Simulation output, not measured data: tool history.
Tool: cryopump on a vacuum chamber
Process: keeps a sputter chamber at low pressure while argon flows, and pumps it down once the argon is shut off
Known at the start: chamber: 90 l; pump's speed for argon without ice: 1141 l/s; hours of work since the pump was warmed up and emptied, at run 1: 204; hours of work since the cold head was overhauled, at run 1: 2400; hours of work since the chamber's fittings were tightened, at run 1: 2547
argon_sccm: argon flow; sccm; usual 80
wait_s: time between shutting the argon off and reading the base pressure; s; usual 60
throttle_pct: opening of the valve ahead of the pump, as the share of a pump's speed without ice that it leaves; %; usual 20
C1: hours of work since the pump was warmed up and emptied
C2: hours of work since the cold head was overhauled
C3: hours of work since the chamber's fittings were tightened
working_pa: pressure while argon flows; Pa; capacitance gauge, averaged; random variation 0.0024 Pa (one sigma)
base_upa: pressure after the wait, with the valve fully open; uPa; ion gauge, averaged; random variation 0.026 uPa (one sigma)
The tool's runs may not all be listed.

Run 1, hour 0: usual settings; C1 204; C2 2400; C3 2547. Result: working_pa 0.6141 Pa, base_upa 2.13 uPa.
Run 2, hour 88.2: usual settings; C1 269; C2 2464; C3 2611. Result: working_pa 0.6126 Pa, base_upa 2.22 uPa.
Run 3, hour 161.2: usual settings; C1 322; C2 2517; C3 2664. Result: working_pa 0.6152 Pa, base_upa 2.29 uPa.
Run 4, hour 249: usual settings; C1 386; C2 2581; C3 2728. Result: working_pa 0.6233 Pa, base_upa 2.32 uPa.
Run 5, hour 306.3: usual settings but wait_s 21 s; C1 427; C2 2623; C3 2770. Result: working_pa 0.6223 Pa, base_upa 4.05 uPa.
Run 6, hour 385: usual settings; C1 485; C2 2680; C3 2827. Result: working_pa 0.6264 Pa, base_upa 2.5 uPa.
Run 7, hour 443.9: usual settings; C1 527; C2 2723; C3 2870. Result: working_pa 0.6291 Pa, base_upa 2.58 uPa.
Run 8, hour 517.5: usual settings; C1 581; C2 2776; C3 2923. Result: working_pa 0.6306 Pa, base_upa 2.64 uPa.
Run 9, hour 559.7: usual settings; C1 612; C2 2807; C3 2954. Result: working_pa 0.6361 Pa, base_upa 2.67 uPa.
Run 10, hour 597: usual settings but wait_s 41 s; C1 639; C2 2834; C3 2981. Result: working_pa 0.6396 Pa, base_upa 3.13 uPa.
Run 11, hour 657.2: usual settings but wait_s 41 s; C1 683; C2 2878; C3 3025. Result: working_pa 0.6465 Pa, base_upa 3.24 uPa.
At hour 680.3: pump warmed up, emptied and cooled again.
Run 12, hour 716.3: usual settings but wait_s 41 s; C1 26; C2 2917; C3 3064. Result: working_pa 0.5988 Pa, base_upa 2.64 uPa.
Run 13, hour 786.9: usual settings but argon_sccm 74 sccm; C1 78; C2 2969; C3 3116. Result: working_pa 0.5544 Pa, base_upa 2.38 uPa.
Run 14, hour 858.9: usual settings; C1 130; C2 3021; C3 3168. Result: working_pa 0.5997 Pa, base_upa 2.42 uPa.
Run 15, hour 946.4: usual settings but argon_sccm 71 sccm; C1 194; C2 3085; C3 3232. Result: working_pa 0.5429 Pa, base_upa 2.56 uPa.
Run 16, hour 990.9: usual settings but argon_sccm 55 sccm, wait_s 124 s, throttle_pct 15 %; C1 226; C2 3117; C3 3264. Result: working_pa 0.5512 Pa, base_upa 2.06 uPa.
Run 17, hour 1056.3: usual settings but argon_sccm 138 sccm; C1 274; C2 3165; C3 3312. Result: working_pa 1.0595 Pa, base_upa 2.61 uPa.
Run 18, hour 1115.4: usual settings but wait_s 57 s; C1 317; C2 3208; C3 3355. Result: working_pa 0.6138 Pa, base_upa 2.69 uPa.

Forecast run 19:
Run 19, hour 1175.5: usual settings but argon_sccm 43 sccm, wait_s 28 s; C1 360; C2 3251; C3 3399. Result: working_pa ?, base_upa ?.

{"run 19": {"working_pa": 0.3349, "base_upa": 3.58}}
Without the tool's hidden state the same run would have given working_pa 0.3199 Pa, base_upa 2 uPa.
